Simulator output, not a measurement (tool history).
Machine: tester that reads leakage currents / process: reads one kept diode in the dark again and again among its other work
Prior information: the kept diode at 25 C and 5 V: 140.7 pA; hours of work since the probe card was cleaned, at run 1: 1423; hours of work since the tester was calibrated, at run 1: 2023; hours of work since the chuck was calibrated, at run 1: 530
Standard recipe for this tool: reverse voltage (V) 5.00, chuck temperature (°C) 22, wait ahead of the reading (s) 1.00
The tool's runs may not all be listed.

| run | hour | reverse voltage (V) | chuck temperature (°C) | wait ahead of the reading (s) | hours of work since the probe card was cleaned | hours of work since the tester was calibrated | hours of work since the chuck was calibrated | current that the tester gives (pA) |
|---|---|---|---|---|---|---|---|---|
| 1 | 0.0 | 5.00 | 22 | 1.00 | 1423 | 2023 | 530 | 108.47 |
|  | 36.8 | chuck's temperature calibrated |
| 2 | 75.4 | 5.00 | 29 | 1.00 | 1466 | 2067 | 23 | 188.79 |
| 3 | 144.2 | 5.00 | 29 | 1.00 | 1507 | 2107 | 64 | 188.19 |
| 4 | 223.9 | 5.00 | 29 | 1.00 | 1554 | 2155 | 111 | 187.13 |
| 5 | 303.0 | 5.00 | 29 | 1.00 | 1601 | 2202 | 158 | 185.85 |
| 6 | 399.7 | 5.00 | 29 | 1.00 | 1659 | 2259 | 215 | 185.84 |
|  | 412.1 | probe card cleaned and baked |
| 7 | 485.0 | 7.58 | 52 | 1.00 | 43 | 2308 | 264 | 1082.88 |
| 8 | 578.5 | 6.65 | 43 | 2.02 | 99 | 2363 | 320 | 563.53 |
| 9 | 631.0 | 6.65 | 43 | 2.02 | 130 | 2394 | 351 | 561.57 |
|  | 697.0 | probe card cleaned and baked, once more |
| 10 | 708.9 | 8.34 | 48 | 1.00 | 7 | 2439 | 395 | 865.40 |
| 11 | 804.9 | 8.34 | 48 | 1.00 | 64 | 2496 | 452 | 864.74 |
| 12 | 901.1 | 8.34 | 48 | 1.00 | 121 | 2553 | 509 | 853.74 |

What differs in the tool's unlogged condition from the final listed run ahead of each entry between runs to the first listed run following it?
Between runs 1 and 2: chuck's temperature calibrated (hour 36.8)
  stray current of the dirty probe card, pA a volt: 0.31 -> 0.319; current scale over the true one, %: -0.83 -> -0.86; true chuck temperature over the reading, C: -0.66 -> -0.16
  difference, measured minus the result without the unlogged condition, current that the tester gives (pA): -5.04 -> -2.43
Between runs 6 and 7: probe card cleaned and baked (hour 412.1)
  stray current of the dirty probe card, pA a volt: 0.359 -> 0.499; current scale over the true one, %: -0.95 -> -0.98; true chuck temperature over the reading, C: -0.37 -> -0.42
  difference, measured minus the result without the unlogged condition, current that the tester gives (pA): -5.28 -> -37.03
Between runs 9 and 10: probe card cleaned and baked, once more (hour 697.0)
  stray current of the dirty probe card, pA a volt: 0.517 -> 0.023; current scale over the true one, %: -1.02 -> -1.04; true chuck temperature over the reading, C: -0.52 -> -0.56
  difference, measured minus the result without the unlogged condition, current that the tester gives (pA): -22.52 -> -42.04
